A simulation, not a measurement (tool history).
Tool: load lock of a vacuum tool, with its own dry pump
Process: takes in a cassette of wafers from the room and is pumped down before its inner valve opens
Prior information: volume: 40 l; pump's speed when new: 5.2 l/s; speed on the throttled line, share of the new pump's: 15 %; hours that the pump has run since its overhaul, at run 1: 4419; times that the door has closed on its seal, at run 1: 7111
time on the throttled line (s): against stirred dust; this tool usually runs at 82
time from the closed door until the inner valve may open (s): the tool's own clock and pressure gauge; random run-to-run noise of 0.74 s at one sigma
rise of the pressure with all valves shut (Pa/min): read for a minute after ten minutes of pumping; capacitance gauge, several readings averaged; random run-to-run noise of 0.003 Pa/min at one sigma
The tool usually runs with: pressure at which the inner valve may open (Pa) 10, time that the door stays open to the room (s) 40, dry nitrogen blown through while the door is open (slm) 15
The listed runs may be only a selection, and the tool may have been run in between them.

run	hour	time on the throttled line (s)	pressure at which the inner valve may open (Pa)	time that the door stays open to the room (s)	dry nitrogen blown through while the door is open (slm)	hours that the pump has run since its overhaul	times that the door has closed on its seal	incoming humidity of the room's air, %	time from the closed door until the inner valve may open (s)	rise of the pressure with all valves shut (Pa/min)
1	0	82	10	40	15	4419	7111	47.9	144	0.084
2	324.6	82	10	40	15	4744	8386	45.3	144.2	0.096
3	780.7	82	10	40	15	5200	10176	46	145.1	0.121
4	1220.1	82	10	30	15	5639	11902	50.1	144.7	0.141
5	1509.4	82	10	30	15	5929	13038	44	144.2	0.156
6	1916.5	82	10	30	15	6336	14636	42.7	145.8	0.191
7	2295.9	82	10	30	15	6715	16126	47	144.2	0.226
8	2556.7	82	8	30	15	6976	17150	44.7	148.1	0.247
9	2920.1	82	10	40	15	7339	18576	41.7	146.5	0.286
10	3202	82	10	40	15	7621	19683	44.2	145.7	0.305
11	3557.3	82	10	40	15	7976	21078	44.2	146.3	0.351
12	4052.1	82	10	40	14	8471	23021	46.2	147	0.404
13	4302.3	82	19	40	15	8721	24003	45	142.6	0.428
# hour 4353.7: door's seal changed, seat wiped
14	4632	155	19	40	15	9050	1093	48.4	202.4	0.03
15	4976.2	155	19	40	15	9394	2444	41.2	205.1	0.033
16	5354.9	82	10	216	15	9773	3931	47	146.7	0.079
17	5851.6	82	10	216	15	10269	5881	43.5	146.9	0.094
18	6141.5	82	10	216	15	10559	7019	47.1	148.4	0.114
19	6442.3	82	10	216	15	10860	8200	47.6	149.3	0.133
20	6938.5	82	10	216	15	11356	10149	43.9	148.3	0.155
21	7284.1	82	10	216	15	11702	11506	42.8	149.7	0.175
22	7690.8	82	10	216	15	12108	13102	42.3	150.1	0.214
23	8037.5	82	10	216	15	12455	14464	46.7	148.8	0.244
24	8524.2	41	10	38	15	12942	16374	43.6	116.6	0.257
25	9075.3	41	10	38	15	13493	18538	41.1	116.1	0.303
26	9606.6	41	10	38	15	14024	20624	43.8	118	0.352
27	9882	41	10	107	45	14300	21706	42.9	118.4	0.372
28	10299	41	10	107	45	14717	23343	45.5	118.4	0.425
# hour 10543.4: door's seal changed, seat wiped
29	10547.2	41	10	107	45	14963	14	45.3	118.2	0.017
# hour 10604.8: dry pump taken out, an overhauled one fitted
30	11095.9	82	10	40	15	491	2145	42.2	141.5	0.032
31	11626.5	82	10	40	15	1022	4228	44.9	140.8	0.05
32	11975.6	82	7	66	15	1371	5599	43.1	144.7	0.071
33	12243.8	82	7	66	15	1639	6652	44.3	144.7	0.085
34	12733.6	82	7	66	15	2129	8575	43.8	146.3	0.108
35	13038	82	11	169	15	2433	9770	42.7	142.1	0.143
36	13260.1	82	11	84	19	2655	10642	45.1	142	0.139
37	13549.6	106	11	84	7	2945	11779	48.4	164.1	0.176

Across each entry between runs, compare the hidden state at the last listed run before it with the hidden state at the first listed run after it:
In the gap between runs 13 and 14: door's seal changed, seat wiped (hour 4353.7)
  pump's speed, % of a new pump's: 91 -> 90.7; leak at the door's seal, Pa l/s: 0.2778 -> 0.0054
  measured result minus the result with no hidden state, time from the closed door until the inner valve may open (s): +5.3 -> +4.4; rise of the pressure with all valves shut (Pa/min): +0.412 -> +0.005
In the gap between runs 28 and 29: door's seal changed, seat wiped (hour 10543.4)
  pump's speed, % of a new pump's: 84 -> 83.6; leak at the door's seal, Pa l/s: 0.2685 -> 0.0019
  measured result minus the result with no hidden state, time from the closed door until the inner valve may open (s): +12.6 -> +12.8; rise of the pressure with all valves shut (Pa/min): +0.405 -> +0
In the gap between runs 29 and 30: dry pump taken out, an overhauled one fitted (hour 10604.8)
  pump's speed, % of a new pump's: 83.6 -> 99.3; leak at the door's seal, Pa l/s: 0.0019 -> 0.0111
  measured result minus the result with no hidden state, time from the closed door until the inner valve may open (s): +12.8 -> +0.4; rise of the pressure with all valves shut (Pa/min): +0 -> +0.013
